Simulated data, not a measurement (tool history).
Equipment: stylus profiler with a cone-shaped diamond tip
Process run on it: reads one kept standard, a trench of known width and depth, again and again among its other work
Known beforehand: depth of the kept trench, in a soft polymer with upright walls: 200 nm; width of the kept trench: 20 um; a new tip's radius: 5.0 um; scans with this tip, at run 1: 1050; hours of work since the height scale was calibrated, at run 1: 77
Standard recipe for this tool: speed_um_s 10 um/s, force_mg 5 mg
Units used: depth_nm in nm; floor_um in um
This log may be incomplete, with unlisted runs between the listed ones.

| run | hour | speed_um_s | force_mg | scans with this tip | hours of work since the height scale was calibrated | depth_nm | floor_um |
|---|---|---|---|---|---|---|---|
| 1 | 0 | 10 | 5 | 1050 | 77 | 202.35 | 17.1 |
| 2 | 14.9 | 10 | 14.17 | 1184 | 87 | 204.65 | 17.09 |
| 3 | 33.6 | 10 | 14.17 | 1352 | 99 | 204.61 | 17.05 |
| 4 | 49.5 | 29 | 5 | 1495 | 110 | 202.43 | 17.05 |
| 5 | 61.1 | 29 | 5 | 1599 | 118 | 202.56 | 17.06 |
| 6 | 89.5 | 10 | 1.9 | 1853 | 136 | 201.36 | 17.05 |
| 7 | 115.3 | 10 | 1.9 | 2085 | 153 | 201.26 | 17.1 |
| 8 | 138.7 | 10 | 5.93 | 2295 | 169 | 202.83 | 17.03 |
| 9 | 158.4 | 7 | 2.9 | 2472 | 182 | 201.66 | 17.02 |
| 10 | 183.2 | 6 | 4.31 | 2695 | 198 | 202.17 | 16.98 |
| 11 | 202.2 | 6 | 5.18 | 2866 | 211 | 202.54 | 16.97 |

What does the tool deliver on the next run?
| 12 | 229.4 | 6 | 5.18 | 3109 | 229 | ? | ? |

For run 12 the tool returned depth_nm 202.52 nm, floor_um 16.96 um.
The same run, on a tool lacking any hidden state, would have yielded depth_nm 202.36 nm, floor_um 17.17 um.
